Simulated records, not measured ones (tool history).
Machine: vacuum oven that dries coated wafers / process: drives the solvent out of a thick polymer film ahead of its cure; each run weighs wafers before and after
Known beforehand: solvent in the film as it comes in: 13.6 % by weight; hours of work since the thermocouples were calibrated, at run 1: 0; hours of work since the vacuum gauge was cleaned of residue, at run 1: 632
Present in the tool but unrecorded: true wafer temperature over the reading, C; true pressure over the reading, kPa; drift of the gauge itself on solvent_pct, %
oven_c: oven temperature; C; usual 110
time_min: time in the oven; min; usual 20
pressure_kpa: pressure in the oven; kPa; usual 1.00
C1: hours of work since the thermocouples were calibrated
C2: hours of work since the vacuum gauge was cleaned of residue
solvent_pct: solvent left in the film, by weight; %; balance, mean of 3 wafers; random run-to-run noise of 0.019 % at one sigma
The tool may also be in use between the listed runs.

{"run": 1, "hour": 0.0, "oven_c": 110, "time_min": 20, "pressure_kpa": 1.0, "C1": 0, "C2": 632, "solvent_pct": 1.17}
{"run": 2, "hour": 25.0, "oven_c": 110, "time_min": 20, "pressure_kpa": 1.0, "C1": 18, "C2": 650, "solvent_pct": 1.13}
{"run": 3, "hour": 44.6, "oven_c": 110, "time_min": 20, "pressure_kpa": 1.0, "C1": 32, "C2": 664, "solvent_pct": 1.13}
{"run": 4, "hour": 68.1, "oven_c": 110, "time_min": 20, "pressure_kpa": 1.0, "C1": 48, "C2": 681, "solvent_pct": 1.15}
{"run": 5, "hour": 80.0, "oven_c": 110, "time_min": 20, "pressure_kpa": 1.0, "C1": 57, "C2": 689, "solvent_pct": 1.17}
{"run": 6, "hour": 91.4, "oven_c": 101, "time_min": 20, "pressure_kpa": 1.0, "C1": 65, "C2": 697, "solvent_pct": 2.86}
{"run": 7, "hour": 101.6, "oven_c": 101, "time_min": 20, "pressure_kpa": 1.0, "C1": 72, "C2": 705, "solvent_pct": 2.88}
{"run": 8, "hour": 114.1, "oven_c": 101, "time_min": 20, "pressure_kpa": 1.0, "C1": 81, "C2": 714, "solvent_pct": 2.9}
{"run": 9, "hour": 127.6, "oven_c": 101, "time_min": 22, "pressure_kpa": 1.0, "C1": 91, "C2": 723, "solvent_pct": 2.6}
{"run": 10, "hour": 151.6, "oven_c": 101, "time_min": 22, "pressure_kpa": 1.0, "C1": 108, "C2": 740, "solvent_pct": 2.62}
{"run": 11, "hour": 169.6, "oven_c": 101, "time_min": 35, "pressure_kpa": 0.7, "C1": 121, "C2": 753, "solvent_pct": 1.23}
{"run": 12, "hour": 185.2, "oven_c": 113, "time_min": 17, "pressure_kpa": 0.6, "C1": 132, "C2": 764, "solvent_pct": 0.84}
{"run": 13, "hour": 202.9, "oven_c": 113, "time_min": 17, "pressure_kpa": 0.6, "C1": 144, "C2": 777, "solvent_pct": 0.83}
{"run": 14, "hour": 225.9, "oven_c": 103, "time_min": 20, "pressure_kpa": 1.02, "C1": 161, "C2": 793, "solvent_pct": 2.38}
{"run": 15, "hour": 237.8, "oven_c": 103, "time_min": 28, "pressure_kpa": 1.02, "C1": 169, "C2": 802, "solvent_pct": 1.52}
{"run": 16, "hour": 248.3, "oven_c": 103, "time_min": 28, "pressure_kpa": 1.02, "C1": 176, "C2": 809, "solvent_pct": 1.52}
{"run": 17, "hour": 268.5, "oven_c": 108, "time_min": 20, "pressure_kpa": 0.65, "C1": 191, "C2": 823, "solvent_pct": 1.2}
{"run": 18, "hour": 292.8, "oven_c": 122, "time_min": 10, "pressure_kpa": 0.54, "C1": 208, "C2": 841, "solvent_pct": 0.7}
{"run": 19, "hour": 315.5, "oven_c": 125, "time_min": 12, "pressure_kpa": 2.32, "C1": 224, "C2": 857, "solvent_pct": 0.93}
{"run": 20, "hour": 329.7, "oven_c": 110, "time_min": 34, "pressure_kpa": 2.03, "C1": 234, "C2": 867, "solvent_pct": 1.2}

Each row is a separate what-if for the run after 20, all from the same tool condition, not one after another. Results?
{"run": "A", "hour": 347.7, "oven_c": 107, "time_min": 31, "pressure_kpa": 3.77, "C1": 247, "C2": 880, "solvent_pct": "?"}
{"run": "B", "hour": 347.7, "oven_c": 122, "time_min": 20, "pressure_kpa": 2.24, "C1": 247, "C2": 880, "solvent_pct": "?"}
{"run": "C", "hour": 347.7, "oven_c": 113, "time_min": 22, "pressure_kpa": 0.76, "C1": 247, "C2": 880, "solvent_pct": "?"}
{"run": "D", "hour": 347.7, "oven_c": 101, "time_min": 20, "pressure_kpa": 3.67, "C1": 247, "C2": 880, "solvent_pct": "?"}
{"run": "E", "hour": 347.7, "oven_c": 117, "time_min": 20, "pressure_kpa": 1.0, "C1": 247, "C2": 880, "solvent_pct": "?"}

run=A solvent_pct=2.60
run=B solvent_pct=0.86
run=C solvent_pct=0.64
run=D solvent_pct=4.60
run=E solvent_pct=0.55
Take away the tool's hidden state, keep each run's random variation, and the runs would have read:
run=A solvent_pct=2.60
run=B solvent_pct=0.85
run=C solvent_pct=0.63
run=D solvent_pct=4.60
run=E solvent_pct=0.54

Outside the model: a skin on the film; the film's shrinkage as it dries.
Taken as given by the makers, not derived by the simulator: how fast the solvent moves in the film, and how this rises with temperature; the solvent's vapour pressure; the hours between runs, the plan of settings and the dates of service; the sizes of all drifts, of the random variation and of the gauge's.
